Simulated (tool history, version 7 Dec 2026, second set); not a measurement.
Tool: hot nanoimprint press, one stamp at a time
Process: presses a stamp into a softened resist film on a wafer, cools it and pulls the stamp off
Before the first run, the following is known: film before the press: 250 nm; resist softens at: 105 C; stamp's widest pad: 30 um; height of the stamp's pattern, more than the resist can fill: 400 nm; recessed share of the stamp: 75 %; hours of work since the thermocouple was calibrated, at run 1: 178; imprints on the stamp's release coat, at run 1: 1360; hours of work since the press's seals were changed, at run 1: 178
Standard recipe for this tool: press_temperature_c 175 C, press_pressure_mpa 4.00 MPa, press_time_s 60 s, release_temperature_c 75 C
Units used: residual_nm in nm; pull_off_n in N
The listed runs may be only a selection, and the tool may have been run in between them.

run,hour,press_temperature_c,press_pressure_mpa,press_time_s,release_temperature_c,hours of work since the thermocouple was calibrated,imprints on the stamp's release coat,hours of work since the press's seals were changed,residual_nm,pull_off_n
1,0.0,175,4.00,60,75,178,1360,178,101.9,174
# hour 52.8: stamp cleaned and given a new release coat
2,60.8,175,4.00,60,75,215,42,215,102.5,168
3,109.2,175,4.00,60,75,248,293,248,101.9,181
4,146.1,175,4.00,60,75,273,485,273,102.0,170
5,222.5,175,4.00,58,75,325,881,325,104.3,186
# hour 235.9: plate thermocouple calibrated
6,270.9,175,4.00,58,77,24,1117,356,101.5,173
7,333.0,175,4.00,58,77,66,1439,398,102.4,180
# hour 373.8: stamp cleaned and given a new release coat
8,398.8,175,4.00,58,77,107,130,439,101.6,172
9,470.6,175,4.00,58,77,155,502,488,103.2,170
10,548.8,183,4.00,60,75,209,908,541,74.8,177
11,606.9,183,4.00,60,75,248,1210,580,74.6,184
# hour 690.1: stamp cleaned and given a new release coat
12,690.1,175,4.00,60,75,300,0,633,101.3,176
13,734.5,175,4.00,60,75,331,230,663,101.0,176
# hour 742.2: plate thermocouple calibrated
14,812.1,175,4.00,72,75,47,617,714,96.0,179
15,882.6,175,2.86,60,75,95,983,761,122.8,178
16,938.3,174,4.00,60,80,133,1272,799,105.2,161
# hour 979.4: press's hydraulic seals changed and the load cell set to zero
# hour 1017.2: stamp cleaned and given a new release coat
17,1026.0,173,4.00,117,72,183,46,28,86.8,186
18,1085.0,175,3.34,52,83,223,352,68,116.6,153
19,1155.8,175,3.34,46,68,272,719,116,122.4,194
20,1190.7,185,3.34,46,64,295,900,139,85.5,202
# hour 1248.4: plate thermocouple calibrated
21,1257.0,185,3.34,46,82,6,1229,182,83.8,162
# hour 1335.6: stamp cleaned and given a new release coat
22,1341.3,182,5.40,46,65,59,29,236,71.9,204
23,1410.5,171,5.40,67,65,106,389,283,97.0,203
24,1448.9,176,4.00,42,75,132,588,309,112.7,182
25,1513.7,176,4.00,42,75,176,924,353,111.0,176
26,1578.8,176,4.00,42,75,220,1262,397,112.4,190
27,1618.6,176,4.00,42,75,247,1469,424,111.3,184
# hour 1652.3: stamp cleaned and given a new release coat
28,1667.7,179,4.12,60,75,277,80,453,85.0,181
29,1703.0,175,4.00,42,78,301,263,477,115.4,170

Here are 3 independent what-if runs from the current tool condition. What would each one return?
A,1747.8,167,4.00,60,75,331,496,508,?,?
B,1747.8,175,4.00,86,78,331,496,508,?,?
C,1747.8,172,2.86,60,65,331,496,508,?,?

run,residual_nm,pull_off_n
A,140.9,183
B,89.1,166
C,136.1,201
With no hidden state in the tool, these same runs would have given:
run,residual_nm,pull_off_n
A,141.0,183
B,89.2,166
C,136.2,200
